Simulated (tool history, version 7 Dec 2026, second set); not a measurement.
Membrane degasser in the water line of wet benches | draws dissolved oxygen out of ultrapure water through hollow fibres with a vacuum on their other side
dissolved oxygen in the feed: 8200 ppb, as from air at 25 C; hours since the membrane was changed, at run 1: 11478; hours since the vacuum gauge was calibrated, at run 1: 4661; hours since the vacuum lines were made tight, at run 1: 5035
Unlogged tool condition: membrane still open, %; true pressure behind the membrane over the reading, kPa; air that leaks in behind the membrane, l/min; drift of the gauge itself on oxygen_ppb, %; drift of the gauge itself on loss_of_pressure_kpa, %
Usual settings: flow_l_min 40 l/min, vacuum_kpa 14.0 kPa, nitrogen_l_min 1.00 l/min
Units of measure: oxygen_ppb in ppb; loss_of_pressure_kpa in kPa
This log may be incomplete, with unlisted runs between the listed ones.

run    hour  flow_l_min  vacuum_kpa  nitrogen_l_min  hours since the membrane was changed  hours since the vacuum gauge was calibrated  hours since the vacuum lines were made tight  oxygen_ppb  loss_of_pressure_kpa
  1     0.0          40        14.0            1.00                                 11478                                         4661                                          5035       848.9                 30.90
  2   333.4          40        14.0            1.00                                 11811                                         4994                                          5369       843.6                 31.09
  3   476.9          40        14.0            1.00                                 11955                                         5138                                          5512       840.5                 31.19
      501.7  -- membrane cartridge changed
  4   670.9          40        14.0            1.00                                   169                                         5328                                          5702       859.1                 31.02
      832.0  -- seals of the vacuum lines changed
  5   867.2          40        25.7            1.00                                   364                                         5522                                            35      1578.7                 31.26
  6  1007.4          40        25.7            1.00                                   504                                         5662                                           175      1582.2                 31.30
  7  1228.2          40        25.7            1.00                                   725                                         5883                                           396      1577.0                 30.92
     1325.2  -- vacuum gauge calibrated
  8  1491.0          40        14.0            0.89                                   987                                          166                                           658       916.0                 31.36
  9  1683.0          40        26.1            1.00                                  1179                                          358                                           850      1586.6                 31.29
 10  1867.1          40        26.1            1.00                                  1363                                          542                                          1035      1589.2                 31.39
 11  2012.8          40        26.1            1.00                                  1509                                          688                                          1180      1602.6                 31.54
 12  2270.8          27        23.5            1.10                                  1767                                          946                                          1438       982.3                 21.11
 13  2555.8          27        10.5            0.73                                  2052                                         1231                                          1723       527.9                 21.21

Estimate the outcome of run 14 from the log above:
 14  2725.5          27        10.5            0.73                                  2221                                         1400                                          1893           ?                     ?

oxygen_ppb: 531.2 ppb
loss_of_pressure_kpa: 21.22 kPa
Without the tool's hidden state the same run would have given oxygen_ppb 530.9 ppb, loss_of_pressure_kpa 20.65 kPa.

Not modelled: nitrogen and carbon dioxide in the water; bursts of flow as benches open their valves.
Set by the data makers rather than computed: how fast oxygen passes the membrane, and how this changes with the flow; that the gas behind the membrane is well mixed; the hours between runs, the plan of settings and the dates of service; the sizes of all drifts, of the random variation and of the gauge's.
